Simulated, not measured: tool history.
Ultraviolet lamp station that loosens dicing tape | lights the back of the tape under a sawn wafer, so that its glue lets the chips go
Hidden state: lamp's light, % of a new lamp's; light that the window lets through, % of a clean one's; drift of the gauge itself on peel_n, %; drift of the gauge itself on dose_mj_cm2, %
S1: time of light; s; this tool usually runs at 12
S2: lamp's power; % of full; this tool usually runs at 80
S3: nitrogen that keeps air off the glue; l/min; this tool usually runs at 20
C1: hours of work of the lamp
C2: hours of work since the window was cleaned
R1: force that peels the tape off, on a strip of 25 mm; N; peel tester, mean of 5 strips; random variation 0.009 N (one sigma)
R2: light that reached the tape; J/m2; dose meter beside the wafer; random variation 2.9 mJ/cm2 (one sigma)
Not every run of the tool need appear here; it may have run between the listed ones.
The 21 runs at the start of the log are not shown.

run,hour,S1,S2,S3,C1,C2,R1,R2
22,407.1,10,80,20,338,207,0.679,3070
23,428.8,16,61,16,346,215,0.553,3670
# hour 431.7: window cleaned of glue's vapour
24,446,16,61,16,353,6,0.584,3530
25,460,23,81,20,359,11,0.121,6780
# hour 470.7: window cleaned of glue's vapour, once more
26,485.3,23,81,20,369,6,0.114,7530
27,506.9,23,96,18,378,15,0.086,8840
28,525.5,8,89,6,385,22,1.44,2860
29,548.9,8,89,6,395,32,1.455,2850
30,564.4,12,61,20,401,38,0.738,2940
31,585.7,12,61,20,410,47,0.736,2920
32,599.3,12,61,20,415,52,0.788,2880
33,623.5,12,61,20,425,62,0.764,2850
34,649,9,80,10,436,73,1.154,2830
35,670.8,10,93,19,445,81,0.521,3640
36,696.4,10,93,19,455,92,0.527,3620
37,711.6,9,68,32,461,98,0.808,2400
38,733.7,9,68,32,470,107,0.872,2350

Each row is a separate what-if for the run after 38, all from the same tool condition, not one after another. Results?
A,756.8,23,67,27,480,116,?,?
B,756.8,12,62,20,480,116,?,?
C,756.8,18,80,7,480,116,?,?
D,756.8,10,80,20,480,116,?,?

run,R1,R2
A,0.136,5930
B,0.75,2880
C,0.435,5550
D,0.705,3080
Without the tool's hidden state the same runs would have given:
run,R1,R2
A,0.109,6650
B,0.611,3230
C,0.34,6230
D,0.57,3460
